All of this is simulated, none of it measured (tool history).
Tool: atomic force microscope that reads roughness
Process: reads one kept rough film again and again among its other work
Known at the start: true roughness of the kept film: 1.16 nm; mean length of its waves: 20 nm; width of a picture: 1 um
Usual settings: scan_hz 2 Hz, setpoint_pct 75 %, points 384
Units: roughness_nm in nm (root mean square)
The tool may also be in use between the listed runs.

run,day,scan_hz,setpoint_pct,points,roughness_nm
1,0,2,75,384,0.789
# day 0.933: new tip fitted
2,1.7,2,75,384,0.96
3,2.858,2,75,384,0.911
4,4.688,2,59,384,0.894
5,5.933,2,59,384,0.869
6,7.804,2,59,384,0.811
# day 8.442: new tip fitted
7,9.817,2,75,384,0.935
8,11,2,75,384,0.892
9,12.567,2.95,75,384,0.825
10,13.475,2,75,396,0.822
11,14.704,1.55,75,396,0.813
# day 16.121: new tip fitted
12,16.854,1.55,75,396,0.962
13,18.979,1.55,75,396,0.881
14,20.854,1.55,75,396,0.832
15,22.917,1.55,75,396,0.776
# day 23.696: new tip fitted
16,24.362,3.88,75,384,0.899
17,25.85,2,75,589,0.909
18,27.004,2,75,317,0.851
19,28.596,2,75,317,0.811
20,29.858,2,75,581,0.801
# day 31.338: new tip fitted
21,31.771,2,75,1018,0.97
22,32.842,2,75,1018,0.929
23,34.246,2,75,384,0.881
24,36.175,3.63,65,311,0.816
25,38.246,3.63,65,311,0.768
# day 38.975: new tip fitted
26,39.342,3.63,88,311,0.837
27,41.583,2,63,384,0.917
28,43.846,1.34,76,370,0.841
29,45.096,3.86,75,954,0.754
# day 46.558: new tip fitted
30,47.188,3.86,75,954,0.921
31,49.133,3.86,55,462,0.904
32,50.533,3.86,89,302,0.708
33,52.696,0.67,58,868,0.847
# day 54.108: new tip fitted
34,54.683,0.65,58,868,1.027
35,55.688,0.65,64,406,0.971
36,57.125,2,57,384,0.919
37,58.271,0.75,85,320,0.863
38,60.229,0.75,60,423,0.842
39,61.542,0.69,63,423,0.802
# day 61.683: new tip fitted
40,63.225,2,57,932,0.95
41,65.15,0.9,61,851,0.896
42,67.158,0.9,61,851,0.842
43,68.121,2,86,393,0.745
# day 69.258: new tip fitted
44,69.271,2.09,87,698,0.93
45,71.017,2.09,87,698,0.878
46,72.654,2,75,394,0.867

4 ways to go on from here, each from the tool as it stands after run 46. What would each give?
A,74.908,0.71,58,394,?
B,74.908,2.93,75,384,?
C,74.908,1.12,75,384,?
D,74.908,2.6,62,268,?

run,roughness_nm
A,0.848
B,0.772
C,0.822
D,0.804
Without the tool's hidden state the same runs would have given:
run,roughness_nm
A,1.05
B,0.957
C,1.018
D,0.996
